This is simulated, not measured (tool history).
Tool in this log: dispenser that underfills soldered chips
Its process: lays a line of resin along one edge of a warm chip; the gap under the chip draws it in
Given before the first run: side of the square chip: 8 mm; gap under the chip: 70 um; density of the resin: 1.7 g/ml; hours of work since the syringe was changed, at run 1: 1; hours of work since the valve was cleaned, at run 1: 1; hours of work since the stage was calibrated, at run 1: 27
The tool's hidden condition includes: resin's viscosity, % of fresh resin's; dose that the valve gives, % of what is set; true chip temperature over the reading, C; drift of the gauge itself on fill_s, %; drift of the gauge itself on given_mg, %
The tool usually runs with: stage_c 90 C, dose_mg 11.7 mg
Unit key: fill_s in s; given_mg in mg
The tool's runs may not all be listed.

run	hour	stage_c	dose_mg	hours of work since the syringe was changed	hours of work since the valve was cleaned	hours of work since the stage was calibrated	fill_s	given_mg
1	0.0	90	11.7	1	1	27	23.9	11.72
2	6.8	90	12.4	5	5	31	32.4	12.35
3	10.5	90	12.4	8	8	34	36.5	12.31
4	15.0	90	12.4	11	11	37	43.5	12.32
# hour 16.0: new syringe of resin
5	21.4	90	11.7	4	15	41	29.9	11.61
6	26.5	90	11.7	7	19	45	35.5	11.57
# hour 32.9: new syringe of resin
7	33.0	90	11.7	0	23	49	24.0	11.54
8	39.7	90	11.7	5	28	54	30.9	11.53
9	44.9	90	11.7	8	32	57	38.4	11.53
# hour 49.9: new syringe of resin
10	52.1	90	11.7	2	36	62	25.6	11.45
11	57.5	90	11.7	5	40	66	31.7	11.42
12	62.8	90	13.2	9	44	70	38.9	12.88
# hour 67.0: new syringe of resin
13	68.3	95	11.7	1	48	73	20.4	11.34
14	73.8	95	11.7	5	51	77	25.9	11.32
15	80.3	95	11.7	9	56	82	33.0	11.36
# hour 82.0: dispensing valve cleaned and set on the balance
# hour 85.0: new syringe of resin
16	89.2	95	11.7	3	5	87	22.3	11.64
17	93.9	95	11.7	6	8	90	27.2	11.65
18	98.5	95	11.7	9	11	93	33.4	11.62
# hour 102.2: new syringe of resin
19	104.6	78	13.3	2	15	97	44.2	13.19
20	108.0	78	13.3	4	18	100	48.6	13.18
21	114.8	78	13.3	9	22	105	65.3	13.18
# hour 119.1: new syringe of resin
22	119.5	78	13.3	0	26	108	40.1	13.14
23	126.2	86	14.2	5	30	112	37.4	13.95
24	133.5	86	14.2	10	35	117	48.7	13.90
# hour 136.0: new syringe of resin
25	138.9	86	14.2	2	39	121	31.1	13.86
26	146.6	84	10.2	7	44	126	48.5	10.00
27	151.2	84	10.2	11	47	130	56.9	9.91
# hour 152.9: new syringe of resin
28	158.6	105	14.1	4	52	135	16.9	13.65
# hour 165.3: dispensing valve cleaned and set on the balance
29	165.3	76	12.4	8	0	139	67.1	12.40
# hour 170.8: new syringe of resin
30	172.8	99	12.7	1	5	143	18.2	12.69
31	179.7	89	14.0	6	10	148	34.4	13.93
32	186.9	89	14.0	11	15	153	44.3	13.90
# hour 187.9: new syringe of resin
33	192.0	90	11.3	3	18	157	28.9	11.14
34	198.7	90	11.3	8	23	161	37.2	11.19
35	203.1	90	12.5	11	26	164	44.0	12.35
# hour 205.1: new syringe of resin
36	208.3	76	13.2	2	29	168	49.0	13.05

A few steps of fill_s between consecutive runs. Split each: what settings, incoming material and random variation would produce without the hidden state, and what is left over for the hidden state, along with gauge scatter present in only one of the two compared results (measured, and without hidden state):
Run 21 -> 22: new syringe of resin. fill_s -25.2 s: hidden state -25.1, all else -0.1.
Run 27 -> 28: stage_c 84 -> 105, dose_mg 10.2 -> 14.1, new syringe of resin. fill_s -40.0 s: hidden state -22.1, all else -17.9.
Run 28 -> 29: stage_c 105 -> 76, dose_mg 14.1 -> 12.4, dispensing valve cleaned and set on the balance. fill_s +50.2 s: hidden state +21.8, all else +28.4.
Run 29 -> 30: stage_c 76 -> 99, dose_mg 12.4 -> 12.7, new syringe of resin. fill_s -48.9 s: hidden state -24.1, all else -24.8.
